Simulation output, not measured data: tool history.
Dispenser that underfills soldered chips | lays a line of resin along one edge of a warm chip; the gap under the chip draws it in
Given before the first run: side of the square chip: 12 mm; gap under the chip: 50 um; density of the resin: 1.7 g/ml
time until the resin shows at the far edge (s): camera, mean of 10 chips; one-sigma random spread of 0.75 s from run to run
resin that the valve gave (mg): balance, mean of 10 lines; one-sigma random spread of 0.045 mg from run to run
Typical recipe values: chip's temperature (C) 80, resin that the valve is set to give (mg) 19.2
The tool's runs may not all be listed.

| run | hour | chip's temperature (C) | resin that the valve is set to give (mg) | time until the resin shows at the far edge (s) | resin that the valve gave (mg) |
|---|---|---|---|---|---|
| 1 | 0.0 | 80 | 19.2 | 88.6 | 19.09 |
|  | 5.8 | new syringe of resin |
| 2 | 7.6 | 80 | 19.2 | 77.8 | 19.10 |
| 3 | 13.2 | 80 | 19.2 | 106.7 | 18.96 |
|  | 15.5 | new syringe of resin |
| 4 | 17.4 | 80 | 19.2 | 78.5 | 18.96 |
| 5 | 22.0 | 80 | 19.2 | 100.2 | 18.92 |
|  | 25.2 | new syringe of resin |
| 6 | 28.9 | 80 | 19.2 | 85.6 | 18.91 |
|  | 35.0 | new syringe of resin |
| 7 | 36.9 | 80 | 18.9 | 77.2 | 18.56 |
| 8 | 42.6 | 88 | 17.9 | 80.3 | 17.52 |
|  | 44.6 | new syringe of resin |
| 9 | 50.7 | 74 | 24.2 | 126.4 | 23.48 |
|  | 54.2 | new syringe of resin |
| 10 | 55.0 | 81 | 21.6 | 72.5 | 20.93 |
|  | 59.9 | dispensing valve cleaned and set on the balance |
| 11 | 63.1 | 88 | 21.6 | 83.6 | 21.49 |
|  | 64.9 | new syringe of resin |
| 12 | 69.9 | 86 | 16.7 | 76.0 | 16.54 |
|  | 74.5 | new syringe of resin |
| 13 | 77.2 | 79 | 17.3 | 88.1 | 17.07 |

Consider 3 possible next runs. They are alternatives, not a sequence: every one starts from the tool as it was left by run 13. What does each give?
| A | 80.5 | 87 | 19.2 | ? | ? |
| B | 80.5 | 89 | 19.2 | ? | ? |
| C | 80.5 | 85 | 22.2 | ? | ? |

| run | time until the resin shows at the far edge (s) | resin that the valve gave (mg) |
|---|---|---|
| A | 75.9 | 18.95 |
| B | 71.2 | 18.99 |
| C | 80.5 | 22.00 |
Take away the tool's hidden state, keep each run's random variation, and the runs would have read:
| run | time until the resin shows at the far edge (s) | resin that the valve gave (mg) |
|---|---|---|
| A | 52.8 | 19.16 |
| B | 49.4 | 19.20 |
| C | 56.1 | 22.24 |

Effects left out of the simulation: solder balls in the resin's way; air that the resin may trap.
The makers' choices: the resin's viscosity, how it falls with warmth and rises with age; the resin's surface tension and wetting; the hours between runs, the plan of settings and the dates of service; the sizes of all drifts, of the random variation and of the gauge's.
